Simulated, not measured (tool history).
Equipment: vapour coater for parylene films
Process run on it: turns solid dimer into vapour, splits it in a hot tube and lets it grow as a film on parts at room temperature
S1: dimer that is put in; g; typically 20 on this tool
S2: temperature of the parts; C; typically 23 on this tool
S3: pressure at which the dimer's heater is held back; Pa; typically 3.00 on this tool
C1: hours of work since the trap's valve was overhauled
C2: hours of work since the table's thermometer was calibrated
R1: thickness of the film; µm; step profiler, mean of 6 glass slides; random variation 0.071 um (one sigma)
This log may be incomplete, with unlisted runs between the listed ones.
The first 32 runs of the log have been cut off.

| run | day | S1 | S2 | S3 | C1 | C2 | R1 |
|---|---|---|---|---|---|---|---|
| 33 | 49.842 | 12 | 17 | 4.89 | 24 | 893 | 7.23 |
| 34 | 51.321 | 20 | 33 | 6.17 | 47 | 916 | 5.46 |
| 35 | 53.125 | 22 | 17 | 6.66 | 74 | 943 | 12.59 |
| 36 | 54.712 | 22 | 17 | 6.66 | 98 | 967 | 12.67 |
| 37 | 56.654 | 22 | 17 | 11.94 | 127 | 996 | 11.56 |
| 38 | 57.938 | 13 | 24 | 11.94 | 146 | 1015 | 4.91 |
| 39 | 59.250 | 13 | 24 | 11.94 | 166 | 1035 | 4.93 |
| 40 | 61.125 | 32 | 32 | 10.25 | 194 | 1063 | 8.51 |

Predict the results of run 41:
| 41 | 63.196 | 12 | 23 | 6.95 | 226 | 1095 | ? |

{"run 41": {"R1": 5.19}}
Had the tool carried no hidden state, the very same run would have given R1 5.20 µm.

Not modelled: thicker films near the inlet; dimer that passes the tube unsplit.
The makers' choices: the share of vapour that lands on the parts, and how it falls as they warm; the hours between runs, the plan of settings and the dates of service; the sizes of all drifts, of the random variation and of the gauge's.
